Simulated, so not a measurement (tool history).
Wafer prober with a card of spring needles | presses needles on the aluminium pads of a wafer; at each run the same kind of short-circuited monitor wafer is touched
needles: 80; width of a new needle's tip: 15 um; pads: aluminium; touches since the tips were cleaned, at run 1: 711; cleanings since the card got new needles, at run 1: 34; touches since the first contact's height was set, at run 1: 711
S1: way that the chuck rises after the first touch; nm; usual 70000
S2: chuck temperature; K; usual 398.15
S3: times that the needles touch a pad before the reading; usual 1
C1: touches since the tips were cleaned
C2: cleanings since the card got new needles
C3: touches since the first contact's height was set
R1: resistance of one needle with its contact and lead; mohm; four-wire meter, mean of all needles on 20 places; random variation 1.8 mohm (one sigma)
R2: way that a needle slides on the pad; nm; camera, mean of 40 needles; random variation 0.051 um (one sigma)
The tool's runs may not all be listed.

run 1 hour=0.0 | S1=70000 S2=398.15 S3=1 | C1=711 C2=34 C3=711 | R1=202 R2=13950
-- hour=12.2 tips cleaned on abrasive film
run 2 hour=12.2 | S1=75000 S2=398.15 S3=1 | C1=0 C2=35 C3=6542 | R1=199 R2=14740
run 3 hour=22.5 | S1=75000 S2=398.15 S3=1 | C1=4947 C2=35 C3=11489 | R1=226 R2=14840
-- hour=26.4 tips cleaned on abrasive film
run 4 hour=32.7 | S1=69000 S2=398.15 S3=1 | C1=3025 C2=36 C3=16370 | R1=222 R2=13660
-- hour=40.2 tips cleaned on abrasive film
run 5 hour=41.1 | S1=66000 S2=398.15 S3=1 | C1=389 C2=37 C3=20342 | R1=198 R2=13060
run 6 hour=50.9 | S1=66000 S2=398.15 S3=1 | C1=5150 C2=37 C3=25103 | R1=236 R2=13020
-- hour=53.4 tips cleaned on abrasive film
run 7 hour=65.3 | S1=55000 S2=301.15 S3=1 | C1=5687 C2=38 C3=31952 | R1=248 R2=10820
-- hour=67.2 tips cleaned on abrasive film
run 8 hour=76.1 | S1=58000 S2=334.15 S3=1 | C1=4295 C2=39 C3=37124 | R1=239 R2=11380
-- hour=80.8 tips cleaned on abrasive film
run 9 hour=88.6 | S1=55000 S2=316.15 S3=1 | C1=3744 C2=40 C3=43084 | R1=237 R2=10760
-- hour=94.7 tips cleaned on abrasive film
run 10 hour=101.7 | S1=55000 S2=352.15 S3=3 | C1=3408 C2=41 C3=49389 | R1=207 R2=10820
-- hour=108.2 tips cleaned on abrasive film
run 11 hour=114.0 | S1=58000 S2=312.15 S3=3 | C1=2821 C2=42 C3=55247 | R1=194 R2=11410

How the hidden state differs across the entries between the runs, from the last listed run before each to the first after it:
Between runs 1 and 2: tips cleaned on abrasive film (hour 12.2)
  debris on the tips, nm: 17.5 -> 9.4; way that the needles fall short of the set height, um: 0 -> 0.14; tips' diameter, um: 16.37 -> 16.42
  measured less the result without the state, R1: +10 -> +5 mohm; R2: +0 -> -30 nm
Between runs 3 and 4: tips cleaned on abrasive film (hour 26.4)
  debris on the tips, nm: 76.5 -> 51.3; way that the needles fall short of the set height, um: 0.14 -> 0.23; tips' diameter, um: 16.42 -> 16.45
  measured less the result without the state, R1: +38 -> +30 mohm; R2: -30 -> -40 nm
Between runs 4 and 5: tips cleaned on abrasive film (hour 40.2)
  debris on the tips, nm: 51.3 -> 13.3; way that the needles fall short of the set height, um: 0.23 -> 0.36; tips' diameter, um: 16.45 -> 16.5
  measured less the result without the state, R1: +30 -> +9 mohm; R2: -40 -> -70 nm
Between runs 6 and 7: tips cleaned on abrasive film (hour 53.4)
  debris on the tips, nm: 73.1 -> 78.7; way that the needles fall short of the set height, um: 0.36 -> 0.47; tips' diameter, um: 16.5 -> 16.54
  measured less the result without the state, R1: +45 -> +75 mohm; R2: -70 -> -90 nm
Between runs 7 and 8: tips cleaned on abrasive film (hour 67.2)
  debris on the tips, nm: 78.7 -> 69.4; way that the needles fall short of the set height, um: 0.47 -> 0.59; tips' diameter, um: 16.54 -> 16.58
  measured less the result without the state, R1: +75 -> +59 mohm; R2: -90 -> -120 nm
Between runs 8 and 9: tips cleaned on abrasive film (hour 80.8)
  debris on the tips, nm: 69.4 -> 63; way that the needles fall short of the set height, um: 0.59 -> 0.68; tips' diameter, um: 16.58 -> 16.61
  measured less the result without the state, R1: +59 -> +60 mohm; R2: -120 -> -140 nm
Between runs 9 and 10: tips cleaned on abrasive film (hour 94.7)
  debris on the tips, nm: 63 -> 58.4; way that the needles fall short of the set height, um: 0.68 -> 0.77; tips' diameter, um: 16.61 -> 16.64
  measured less the result without the state, R1: +60 -> +20 mohm; R2: -140 -> -150 nm
Between runs 10 and 11: tips cleaned on abrasive film (hour 108.2)
  debris on the tips, nm: 58.4 -> 53.3; way that the needles fall short of the set height, um: 0.77 -> 0.87; tips' diameter, um: 16.64 -> 16.68
  measured less the result without the state, R1: +20 -> +18 mohm; R2: -150 -> -180 nm

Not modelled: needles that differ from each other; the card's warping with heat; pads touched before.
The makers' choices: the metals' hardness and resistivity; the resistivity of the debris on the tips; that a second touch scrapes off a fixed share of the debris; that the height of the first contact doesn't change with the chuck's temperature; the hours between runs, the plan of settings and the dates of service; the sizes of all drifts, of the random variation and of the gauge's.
